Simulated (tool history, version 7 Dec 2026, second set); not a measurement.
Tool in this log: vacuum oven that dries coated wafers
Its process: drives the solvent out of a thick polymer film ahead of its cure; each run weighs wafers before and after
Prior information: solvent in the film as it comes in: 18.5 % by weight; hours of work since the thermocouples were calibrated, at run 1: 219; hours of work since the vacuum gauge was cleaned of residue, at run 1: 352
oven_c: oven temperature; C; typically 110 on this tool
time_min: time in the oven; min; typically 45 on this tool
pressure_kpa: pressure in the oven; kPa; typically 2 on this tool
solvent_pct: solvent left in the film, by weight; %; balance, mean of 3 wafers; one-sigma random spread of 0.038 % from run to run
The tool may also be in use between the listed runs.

run     day  oven_c  time_min  pressure_kpa  hours of work since the thermocouples were calibrated  hours of work since the vacuum gauge was cleaned of residue  solvent_pct
  1       0     110        45             2                                                    219                                                          352         5.03
  2   0.725     110        45             2                                                    226                                                          359         4.99
  3   2.212     110        45             2                                                    241                                                          374         5.02
  4   3.833     110        45             2                                                    257                                                          390         4.97
  5   4.742     110        45             2                                                    266                                                          400         5.09
  6   5.754     110        45             2                                                    276                                                          410         5.01
  7    7.15     110        45             2                                                    290                                                          424            5
  8    8.85     110        45             2                                                    307                                                          441         5.07
  9  10.392     110        45          1.05                                                    323                                                          456         4.84
 10    11.7     110        34             2                                                    336                                                          469         6.58
 11  13.242     110        34             2                                                    351                                                          485         6.58
 12  14.454     110        34             2                                                    364                                                          497         6.55
 13  15.554     110        34             2                                                    375                                                          508         6.47
 14  16.292     110        45             2                                                    382                                                          515         5.12
 15  17.546     110        45          7.69                                                    395                                                          528         7.18
 16  18.417     117        45          7.69                                                    403                                                          536         5.11
 17  19.317     117        45          7.69                                                    412                                                          545         5.14
 18   20.45     117        45          7.69                                                    424                                                          557         5.13
 19  21.942     117        45          7.69                                                    439                                                          572          5.1
 20  23.704     117        45          7.69                                                    456                                                          589         5.24
 21  24.571     113        27          4.54                                                    465                                                          598         7.57
 22    25.4     102        45          1.88                                                    473                                                          606         7.54
 23  26.862      98        47          1.56                                                    488                                                          621         8.35
 24  27.654      98        47          1.56                                                    496                                                          629         8.38
 25  28.667      98        47          1.56                                                    506                                                          639         8.38
 26  29.433     114        47          1.87                                                    514                                                          647         3.86
 27    30.7     114        47          1.87                                                    526                                                          659         3.84
 28  32.117     106        74           1.4                                                    540                                                          674         3.68
 29    33.3     123        35          4.26                                                    552                                                          686         3.64
 30    34.4     107        45             2                                                    563                                                          697         6.07
 31  35.258     107        45             2                                                    572                                                          705         6.16
 32  36.354     110        29           1.1                                                    583                                                          716         7.17
 33  37.288     109        68          7.81                                                    592                                                          725         6.11
 34  38.808     118        64          3.82                                                    608                                                          741         2.53
 35  40.283     123        64           1.6                                                    622                                                          755         1.14
 36  41.617     123        64           1.6                                                    636                                                          769         1.09
 37  42.762     119        23          2.03                                                    647                                                          780          6.2
 38  44.404     101        36          3.55                                                    664                                                          797         9.63
 39  46.029     103        38          3.55                                                    680                                                          813         8.84

Same runs, no hidden state in the tool, same run-to-run variation:
The tool's hidden condition here consists of: true wafer temperature over the reading, C; true pressure over the reading, kPa; drift of the gauge itself on solvent_pct, %.
run  solvent_pct
  1         4.98
  2         4.93
  3         4.95
  4         4.89
  5            5
  6         4.92
  7          4.9
  8         4.96
  9         4.72
 10         6.46
 11         6.45
 12         6.41
 13         6.33
 14         4.96
 15         7.01
 16         4.95
 17         4.97
 18         4.96
 19         4.92
 20         5.05
 21         7.38
 22         7.31
 23          8.1
 24         8.13
 25         8.12
 26         3.64
 27         3.61
 28         3.41
 29         3.43
 30         5.79
 31         5.87
 32         6.91
 33         5.79
 34         2.32
 35         0.99
 36         0.93
 37         5.91
 38         9.29
 39         8.48

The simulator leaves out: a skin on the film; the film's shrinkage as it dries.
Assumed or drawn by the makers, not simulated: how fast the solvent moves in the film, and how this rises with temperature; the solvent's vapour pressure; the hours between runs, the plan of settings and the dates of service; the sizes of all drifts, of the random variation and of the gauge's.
